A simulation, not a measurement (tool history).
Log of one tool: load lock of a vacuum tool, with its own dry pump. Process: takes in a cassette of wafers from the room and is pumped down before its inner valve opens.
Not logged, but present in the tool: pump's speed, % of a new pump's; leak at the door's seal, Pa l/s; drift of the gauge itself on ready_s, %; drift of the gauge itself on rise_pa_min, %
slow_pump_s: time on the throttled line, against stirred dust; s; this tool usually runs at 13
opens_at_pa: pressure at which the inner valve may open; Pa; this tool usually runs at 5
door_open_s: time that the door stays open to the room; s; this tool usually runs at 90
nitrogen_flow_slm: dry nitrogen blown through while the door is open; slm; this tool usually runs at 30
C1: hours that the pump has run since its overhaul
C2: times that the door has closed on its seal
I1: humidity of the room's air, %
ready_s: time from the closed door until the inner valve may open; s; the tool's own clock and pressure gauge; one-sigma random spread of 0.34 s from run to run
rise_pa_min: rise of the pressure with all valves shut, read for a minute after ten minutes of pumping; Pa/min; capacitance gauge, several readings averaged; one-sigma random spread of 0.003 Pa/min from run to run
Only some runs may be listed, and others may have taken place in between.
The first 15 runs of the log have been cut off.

Run 16, day 156.779: usual settings; C1 14127; C2 20060; I1 43.8. Result: ready_s 26.6 s, rise_pa_min 0.036 Pa/min.
Run 17, day 164.767: usual settings but door_open_s 225 s; C1 14319; C2 20428; I1 44.4. Result: ready_s 27.1 s, rise_pa_min 0.052 Pa/min.
Run 18, day 178.850: usual settings but door_open_s 225 s; C1 14657; C2 21077; I1 42.9. Result: ready_s 26.6 s, rise_pa_min 0.051 Pa/min.
Run 19, day 192.433: usual settings but door_open_s 225 s; C1 14983; C2 21704; I1 45.1. Result: ready_s 26.2 s, rise_pa_min 0.051 Pa/min.
Run 20, day 203.646: usual settings but door_open_s 225 s; C1 15252; C2 22221; I1 42.5. Result: ready_s 26.2 s, rise_pa_min 0.051 Pa/min.
Run 21, day 217.179: usual settings but door_open_s 225 s; C1 15577; C2 22845; I1 48.8. Result: ready_s 25.9 s, rise_pa_min 0.052 Pa/min.
Run 22, day 223.712: usual settings but opens_at_pa 9 Pa, door_open_s 67 s, nitrogen_flow_slm 22 slm; C1 15734; C2 23146; I1 48.4. Result: ready_s 25.7 s, rise_pa_min 0.042 Pa/min.
Run 23, day 237.500: usual settings but slow_pump_s 6 s, opens_at_pa 6 Pa, door_open_s 168 s, nitrogen_flow_slm 18 slm; C1 16065; C2 23782; I1 46.4. Result: ready_s 21.0 s, rise_pa_min 0.065 Pa/min.
Run 24, day 250.833: usual settings but slow_pump_s 6 s, opens_at_pa 6 Pa, door_open_s 168 s, nitrogen_flow_slm 18 slm; C1 16385; C2 24397; I1 46.8. Result: ready_s 21.4 s, rise_pa_min 0.067 Pa/min.
Run 25, day 264.371: usual settings but opens_at_pa 4 Pa, nitrogen_flow_slm 9 slm; C1 16710; C2 25021; I1 46.9. Result: ready_s 25.7 s, rise_pa_min 0.056 Pa/min.
Run 26, day 273.671: usual settings but opens_at_pa 8 Pa, door_open_s 44 s; C1 16933; C2 25450; I1 43.3. Result: ready_s 25.3 s, rise_pa_min 0.032 Pa/min.
Run 27, day 287.617: usual settings but opens_at_pa 8 Pa, door_open_s 44 s; C1 17268; C2 26093; I1 43.5. Result: ready_s 24.8 s, rise_pa_min 0.030 Pa/min.
Run 28, day 295.967: usual settings but opens_at_pa 4 Pa; C1 17468; C2 26478; I1 42.5. Result: ready_s 26.4 s, rise_pa_min 0.037 Pa/min.
Run 29, day 303.829: usual settings but opens_at_pa 4 Pa; C1 17657; C2 26841; I1 42.5. Result: ready_s 26.2 s, rise_pa_min 0.038 Pa/min.
Run 30, day 310.212: usual settings; C1 17810; C2 27135; I1 47.1. Result: ready_s 26.4 s, rise_pa_min 0.035 Pa/min.
Run 31, day 323.362: usual settings; C1 18126; C2 27741; I1 45.9. Result: ready_s 26.5 s, rise_pa_min 0.035 Pa/min.
Run 32, day 329.612: usual settings; C1 18276; C2 28030; I1 44.5. Result: ready_s 26.0 s, rise_pa_min 0.037 Pa/min.
Run 33, day 342.708: usual settings but slow_pump_s 9 s, opens_at_pa 8 Pa, door_open_s 225 s, nitrogen_flow_slm 13 slm; C1 18590; C2 28633; I1 45.9. Result: ready_s 21.8 s, rise_pa_min 0.071 Pa/min.
Run 34, day 355.971: usual settings but slow_pump_s 20 s, nitrogen_flow_slm 8 slm; C1 18908; C2 29245; I1 46.1. Result: ready_s 31.2 s, rise_pa_min 0.063 Pa/min.
Run 35, day 369.567: usual settings but slow_pump_s 19 s, opens_at_pa 8 Pa, door_open_s 226 s, nitrogen_flow_slm 12 slm; C1 19234; C2 29872; I1 45.2. Result: ready_s 30.4 s, rise_pa_min 0.075 Pa/min.
Run 36, day 380.304: usual settings but slow_pump_s 8 s, opens_at_pa 6 Pa, door_open_s 98 s, nitrogen_flow_slm 5 slm; C1 19492; C2 30367; I1 46.4. Result: ready_s 22.4 s, rise_pa_min 0.071 Pa/min.
Run 37, day 390.871: usual settings but opens_at_pa 6 Pa; C1 19746; C2 30854; I1 46.6. Result: ready_s 25.9 s, rise_pa_min 0.036 Pa/min.

Each row is a separate what-if for the run after 37, all from the same tool condition, not one after another. Results?
Run A, day 400.775: usual settings but nitrogen_flow_slm 11 slm; C1 19983; C2 31311; I1 45.5. Result: ready_s ?, rise_pa_min ?.
Run B, day 400.775: usual settings but door_open_s 195 s; C1 19983; C2 31311; I1 49.1. Result: ready_s ?, rise_pa_min ?.
Run C, day 400.775: usual settings but opens_at_pa 6 Pa, door_open_s 174 s; C1 19983; C2 31311; I1 40.9. Result: ready_s ?, rise_pa_min ?.
Run D, day 400.775: usual settings but opens_at_pa 10 Pa; C1 19983; C2 31311; I1 45.9. Result: ready_s ?, rise_pa_min ?.

run  ready_s  rise_pa_min
  A     26.4        0.058
  B     27.2        0.055
  C     26.0        0.040
  D     25.5        0.037
The same runs, with their run-to-run variation unchanged, on a tool lacking any hidden condition would have given:
run  ready_s  rise_pa_min
  A     26.4        0.056
  B     27.2        0.052
  C     26.0        0.038
  D     25.5        0.035
